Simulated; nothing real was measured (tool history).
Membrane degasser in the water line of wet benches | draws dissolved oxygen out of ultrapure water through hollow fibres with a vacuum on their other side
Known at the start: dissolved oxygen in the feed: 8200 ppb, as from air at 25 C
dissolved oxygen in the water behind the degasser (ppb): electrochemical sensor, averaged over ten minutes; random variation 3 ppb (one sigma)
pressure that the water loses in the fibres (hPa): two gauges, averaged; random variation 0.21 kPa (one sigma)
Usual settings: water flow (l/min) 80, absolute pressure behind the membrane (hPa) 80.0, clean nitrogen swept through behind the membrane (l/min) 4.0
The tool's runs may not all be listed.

| run | hour | water flow (l/min) | absolute pressure behind the membrane (hPa) | clean nitrogen swept through behind the membrane (l/min) | dissolved oxygen in the water behind the degasser (ppb) | pressure that the water loses in the fibres (hPa) |
|---|---|---|---|---|---|---|
| 1 | 0.0 | 80 | 80.0 | 4.0 | 390.0 | 625.2 |
| 2 | 106.7 | 80 | 80.0 | 4.0 | 392.7 | 623.6 |
| 3 | 195.4 | 112 | 80.0 | 4.0 | 587.4 | 871.9 |
| 4 | 331.6 | 112 | 80.0 | 4.0 | 586.8 | 877.8 |
| 5 | 459.8 | 112 | 80.0 | 4.0 | 582.1 | 873.2 |
|  | 503.4 | vacuum gauge calibrated |
| 6 | 545.7 | 122 | 80.0 | 7.7 | 513.5 | 947.4 |
| 7 | 631.8 | 96 | 84.5 | 4.0 | 508.1 | 749.0 |

Run 8 comes next. What will it give?
| 8 | 754.4 | 80 | 182.0 | 4.0 | ? | ? |

{"run 8": {"dissolved oxygen in the water behind the degasser (ppb)": 794.2, "pressure that the water loses in the fibres (hPa)": 623.7}}
Without the tool's hidden state the same run would have given dissolved oxygen in the water behind the degasser (ppb) 793.9, pressure that the water loses in the fibres (hPa) 623.4.
